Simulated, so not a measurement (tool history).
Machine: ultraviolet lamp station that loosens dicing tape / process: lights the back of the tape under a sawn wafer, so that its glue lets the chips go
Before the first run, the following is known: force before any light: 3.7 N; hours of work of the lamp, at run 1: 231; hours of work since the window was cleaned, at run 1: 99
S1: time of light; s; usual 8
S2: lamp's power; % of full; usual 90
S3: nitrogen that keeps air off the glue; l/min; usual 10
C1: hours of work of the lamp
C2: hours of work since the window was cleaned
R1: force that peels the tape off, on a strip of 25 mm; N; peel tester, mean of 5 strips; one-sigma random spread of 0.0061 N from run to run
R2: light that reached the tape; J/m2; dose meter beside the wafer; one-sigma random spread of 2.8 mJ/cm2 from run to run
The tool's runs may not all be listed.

run	day	S1	S2	S3	C1	C2	R1	R2
1	0.000	8	90	10	231	99	0.184	3470
2	0.379	8	90	10	238	106	0.192	3470
3	0.675	8	90	10	243	111	0.192	3430
4	0.938	8	90	10	247	115	0.183	3440
5	1.167	8	90	6	251	119	0.230	3460
6	1.433	8	90	6	256	123	0.246	3410
7	1.700	8	90	6	260	128	0.244	3390
8	1.904	8	90	6	264	132	0.244	3450
9	2.188	8	90	6	269	136	0.248	3450
10	2.517	8	90	6	274	142	0.262	3380
11	2.688	8	90	3	277	145	0.376	3380
12	3.025	8	90	3	283	151	0.370	3380
13	3.308	6	90	3	288	155	0.601	2500
14	3.600	4	90	5	293	160	0.854	1700
15	3.971	5	94	12	299	167	0.346	2190
16	4.279	5	64	4	304	172	1.076	1480
17	4.596	4	64	3	310	177	1.566	1150
18	4.929	14	77	7	315	183	0.161	4980
19	5.300	14	61	4	322	189	0.248	3900
20	5.629	11	62	10	327	195	0.210	3130
21	5.929	11	62	10	332	200	0.224	3080
22	6.279	11	90	10	338	206	0.167	4480
23	6.588	11	66	11	344	211	0.188	3290

Subtracting, for every run, the result it would have given without the tool's unlogged condition from the measured result gives the following. The same run-to-run variation enters both numbers; the gauge's scatter may not:
What the log doesn't record here: lamp's light, % of a new lamp's; light that the window lets through, % of a clean one's; drift of the gauge itself on peel_n, %; drift of the gauge itself on dose_mj_cm2, %.
run	R1	R2
1	+0.019	-350
2	+0.019	-360
3	+0.020	-370
4	+0.020	-380
5	+0.034	-390
6	+0.036	-400
7	+0.036	-400
8	+0.038	-410
9	+0.037	-420
10	+0.040	-430
11	+0.069	-430
12	+0.070	-450
13	+0.111	-340
14	+0.141	-230
15	+0.068	-310
16	+0.160	-210
17	+0.184	-170
18	+0.009	-750
19	+0.045	-610
20	+0.035	-500
21	+0.037	-500
22	+0.009	-740
23	+0.028	-550
